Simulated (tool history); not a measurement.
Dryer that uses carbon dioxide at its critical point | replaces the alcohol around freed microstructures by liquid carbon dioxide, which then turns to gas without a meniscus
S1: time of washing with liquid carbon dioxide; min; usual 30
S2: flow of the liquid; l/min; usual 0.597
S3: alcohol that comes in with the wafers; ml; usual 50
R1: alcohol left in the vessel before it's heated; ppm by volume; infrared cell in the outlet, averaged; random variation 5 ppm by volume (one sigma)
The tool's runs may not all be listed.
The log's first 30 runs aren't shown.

Run 31, hour 504.8: usual settings but S1 26 min, S2 0.444 l/min, S3 27 ml. Result: R1 153 ppm by volume.
Run 32, hour 515.8: usual settings but S2 0.414 l/min. Result: R1 177 ppm by volume.
Run 33, hour 533.5: usual settings but S1 28 min, S2 0.442 l/min, S3 59 ml. Result: R1 203 ppm by volume.
Run 34, hour 547.6: usual settings but S1 19 min. Result: R1 226 ppm by volume.
Run 35, hour 558: usual settings but S1 19 min. Result: R1 236 ppm by volume.
Run 36, hour 581.6: usual settings but S1 19 min. Result: R1 239 ppm by volume.
Run 37, hour 592: usual settings but S1 19 min. Result: R1 238 ppm by volume.
Run 38, hour 615.8: usual settings but S1 35 min, S2 0.661 l/min, S3 36 ml. Result: R1 87 ppm by volume.
Run 39, hour 628.1: usual settings but S1 19 min. Result: R1 246 ppm by volume.
Run 40, hour 641.4: usual settings but S1 19 min. Result: R1 248 ppm by volume.
Run 41, hour 654.8: usual settings but S1 22 min, S2 0.482 l/min, S3 39 ml. Result: R1 288 ppm by volume.
Run 42, hour 676.1: usual settings but S1 22 min, S2 0.482 l/min, S3 39 ml. Result: R1 274 ppm by volume.
Run 43, hour 691.6: usual settings but S1 22 min, S2 0.482 l/min, S3 39 ml. Result: R1 287 ppm by volume.
Run 44, hour 703.1: usual settings but S1 26 min, S2 0.482 l/min, S3 39 ml. Result: R1 183 ppm by volume.
Run 45, hour 723.5: usual settings but S3 34 ml. Result: R1 103 ppm by volume.

Forecast each of these 5 alternatives for the next run:
Run A, hour 737.9: usual settings but S1 25 min, S2 0.837 l/min, S3 27 ml. Result: R1 ?.
Run B, hour 737.9: usual settings but S1 19 min, S2 0.732 l/min, S3 26 ml. Result: R1 ?.
Run C, hour 737.9: usual settings but S2 0.867 l/min, S3 25 ml. Result: R1 ?.
Run D, hour 737.9: usual settings but S1 27 min, S2 0.386 l/min, S3 28 ml. Result: R1 ?.
Run E, hour 737.9: usual settings but S1 33 min, S2 0.832 l/min, S3 34 ml. Result: R1 ?.

run   R1
  A   95
  B  120
  C  100
  D  259
  E  102
Without the tool's hidden state the same runs would have given:
run   R1
  A    4
  B   21
  C    7
  D  126
  E   10
